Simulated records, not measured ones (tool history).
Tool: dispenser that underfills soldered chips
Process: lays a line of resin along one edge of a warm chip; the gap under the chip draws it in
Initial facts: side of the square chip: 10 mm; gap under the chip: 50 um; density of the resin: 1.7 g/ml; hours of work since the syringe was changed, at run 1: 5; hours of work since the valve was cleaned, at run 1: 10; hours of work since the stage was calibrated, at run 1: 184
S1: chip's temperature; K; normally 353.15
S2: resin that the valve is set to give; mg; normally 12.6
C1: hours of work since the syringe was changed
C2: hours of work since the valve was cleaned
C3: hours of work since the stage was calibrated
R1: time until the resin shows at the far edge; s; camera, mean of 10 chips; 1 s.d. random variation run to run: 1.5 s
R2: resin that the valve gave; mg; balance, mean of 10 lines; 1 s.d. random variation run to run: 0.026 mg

run	hour	S1	S2	C1	C2	C3	R1	R2
1	0	353.15	12.6	5	10	184	184.1	12.57
# hour 3.7: new syringe of resin
2	6.4	353.15	12.6	2	14	189	160.9	12.56
# hour 14.3: new syringe of resin
3	15.8	353.15	12.6	1	20	195	152.1	12.51
4	23.7	353.15	12.6	7	26	201	202.5	12.48
# hour 24.9: new syringe of resin
5	29.8	351.15	12.6	3	30	205	183.8	12.49
# hour 35.3: new syringe of resin
6	36.6	351.15	15.5	1	34	209	162.6	15.29
# hour 45.4: new syringe of resin
7	45.7	338.15	12.6	0	40	215	235.5	12.46
8	49.9	338.15	12.6	3	43	218	267.1	12.38
# hour 55.8: new syringe of resin
9	59.1	353.15	12.6	2	50	224	165.4	12.35
10	65.3	353.15	12.6	7	54	229	204.5	12.36
# hour 66.3: new syringe of resin
# hour 71.2: dispensing valve cleaned and set on the balance
11	72.2	353.15	14.5	3	1	233	168.9	14.52
# hour 78: new syringe of resin
12	79.8	353.15	15.1	1	6	238	154.4	15.16
# hour 88.1: new syringe of resin
13	88.1	353.15	15.1	0	11	243	143.1	15.08
14	92.6	353.15	13.1	3	14	246	168.3	13.09
# hour 98.7: new syringe of resin
15	98.8	353.15	13.1	0	19	251	146.3	13
16	105.2	350.15	12.6	4	23	255	194.2	12.5
# hour 108.8: new syringe of resin
17	113.6	350.15	12.6	3	29	261	191.2	12.49
# hour 119.3: new syringe of resin
18	122.8	356.15	11.5	2	35	267	157.3	11.38
19	128.2	359.15	12.9	6	39	271	169.4	12.73
# hour 129.9: new syringe of resin
20	136.4	347.15	14.9	5	44	276	214.6	14.62
# hour 140.2: new syringe of resin
21	146	356.15	14.9	4	51	283	159	14.6
# hour 150.3: new syringe of resin
22	155.1	356.15	14.9	3	57	289	155.4	14.6
# hour 156.9: dispensing valve cleaned and set on the balance
# hour 161.9: new syringe of resin
23	164.4	348.15	12.8	2	5	294	188.6	12.73
24	169.2	348.15	12.8	5	8	298	209.6	12.77
# hour 172.3: new syringe of resin
25	175.6	364.15	12.6	2	13	302	119.1	12.5
26	181.4	367.15	14.1	6	17	306	129.7	13.98
# hour 183.1: new syringe of resin
27	187.3	362.15	12.9	3	21	310	129.7	12.75
# hour 193.4: new syringe of resin
28	193.5	353.15	11.9	0	25	314	151.1	11.77
29	199.5	345.15	12.7	4	29	318	232.7	12.47
# hour 204.3: new syringe of resin
30	209.1	367.15	11.7	3	35	325	117.4	11.51
# hour 214.7: new syringe of resin
31	216.2	361.15	15.4	1	40	329	122.7	15.12
32	223.4	368.15	11.8	6	45	334	132.1	11.53
# hour 225: new syringe of resin
33	230	368.15	14.8	3	49	339	115	14.46
# hour 235.3: new syringe of resin
34	236.8	353.15	15.7	1	54	343	155.8	15.26

Below are 5 alternative next runs, each starting from the tool's condition after run 34. Predict each:
# hour 242.4: dispensing valve cleaned and set on the balance
A	244.3	345.15	13.9	6	1	348	?	?
# hour 242.4: dispensing valve cleaned and set on the balance
B	244.3	353.15	13.6	6	1	348	?	?
# hour 242.4: dispensing valve cleaned and set on the balance
C	244.3	361.15	11.2	6	1	348	?	?
# hour 242.4: dispensing valve cleaned and set on the balance
D	244.3	354.15	11.7	6	1	348	?	?
# hour 242.4: dispensing valve cleaned and set on the balance
E	244.3	362.15	12.5	6	1	348	?	?

run	R1	R2
A	250.3	13.89
B	192.4	13.61
C	160.1	11.21
D	196.1	11.72
E	150.1	12.5
With the hidden condition removed and each run's random variation left untouched, the same runs would have given:
run	R1	R2
A	182.9	13.88
B	140.9	13.6
C	117.4	11.2
D	143.7	11.71
E	110.2	12.49
